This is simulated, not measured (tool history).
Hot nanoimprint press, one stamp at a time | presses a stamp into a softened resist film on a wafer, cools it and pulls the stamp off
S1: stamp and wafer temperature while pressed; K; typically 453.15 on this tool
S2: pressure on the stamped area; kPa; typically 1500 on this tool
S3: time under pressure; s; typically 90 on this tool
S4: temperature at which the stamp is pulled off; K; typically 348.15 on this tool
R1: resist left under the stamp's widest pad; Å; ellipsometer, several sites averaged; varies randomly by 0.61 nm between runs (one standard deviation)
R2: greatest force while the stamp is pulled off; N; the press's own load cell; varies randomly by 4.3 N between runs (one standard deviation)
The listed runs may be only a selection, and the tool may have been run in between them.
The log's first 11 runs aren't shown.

Run 12, day 9.796: usual settings but S4 349.15 K. Result: R1 1210 Å, R2 210 N.
At day 10.912: stamp cleaned and given a new release coat.
Run 13, day 10.988: usual settings but S4 350.15 K. Result: R1 1204 Å, R2 192 N.
Run 14, day 12.071: usual settings but S1 457.15 K, S4 350.15 K. Result: R1 944 Å, R2 196 N.
Run 15, day 13.054: usual settings but S1 459.15 K, S4 350.15 K. Result: R1 832 Å, R2 194 N.
Run 16, day 13.746: usual settings but S1 459.15 K, S3 121 s, S4 334.15 K. Result: R1 741 Å, R2 291 N.
Run 17, day 14.942: usual settings but S1 459.15 K, S3 121 s, S4 334.15 K. Result: R1 728 Å, R2 291 N.
Run 18, day 15.642: usual settings but S1 461.15 K, S4 354.15 K. Result: R1 737 Å, R2 181 N.
Run 19, day 16.754: usual settings but S1 461.15 K, S4 340.15 K. Result: R1 749 Å, R2 270 N.
Run 20, day 17.738: usual settings but S1 461.15 K, S4 340.15 K. Result: R1 745 Å, R2 252 N.
Run 21, day 18.412: usual settings but S2 1060 kPa, S3 58 s. Result: R1 1608 Å, R2 214 N.
Run 22, day 19.221: usual settings. Result: R1 1185 Å, R2 204 N.
At day 19.304: gauge calibrated.
Run 23, day 20.229: usual settings. Result: R1 1236 Å, R2 207 N.
Run 24, day 20.767: usual settings. Result: R1 1222 Å, R2 206 N.
At day 20.988: plate thermocouple calibrated.
Run 25, day 21.983: usual settings but S1 458.15 K, S2 910 kPa, S3 150 s. Result: R1 896 Å, R2 218 N.
Run 26, day 22.767: usual settings but S1 443.15 K, S2 910 kPa, S3 150 s. Result: R1 2048 Å, R2 211 N.
Run 27, day 23.646: usual settings but S1 452.15 K, S2 1790 kPa. Result: R1 1192 Å, R2 208 N.
Run 28, day 24.267: usual settings but S1 462.15 K, S2 1740 kPa, S3 45 s, S4 341.15 K. Result: R1 906 Å, R2 256 N.
Run 29, day 25.45: usual settings but S1 462.15 K, S2 1360 kPa, S3 45 s, S4 341.15 K. Result: R1 1015 Å, R2 248 N.
Run 30, day 26.6: usual settings but S1 462.15 K, S2 1360 kPa, S3 45 s, S4 341.15 K. Result: R1 1005 Å, R2 245 N.

3 options for the next run, each taken on its own from the tool as it stands now. Forecast them:
Run A, day 27.475: usual settings but S1 462.15 K, S2 1580 kPa, S3 45 s, S4 353.15 K. Result: R1 ?, R2 ?.
Run B, day 27.475: usual settings but S2 1060 kPa, S3 122 s, S4 338.15 K. Result: R1 ?, R2 ?.
Run C, day 27.475: usual settings but S1 445.15 K, S3 104 s, S4 354.15 K. Result: R1 ?, R2 ?.

run    R1   R2
  A   946  187
  B  1225  270
  C  1778  178
Take away the tool's hidden state, keep each run's random variation, and the runs would have read:
run    R1   R2
  A   956  185
  B  1240  268
  C  1799  176
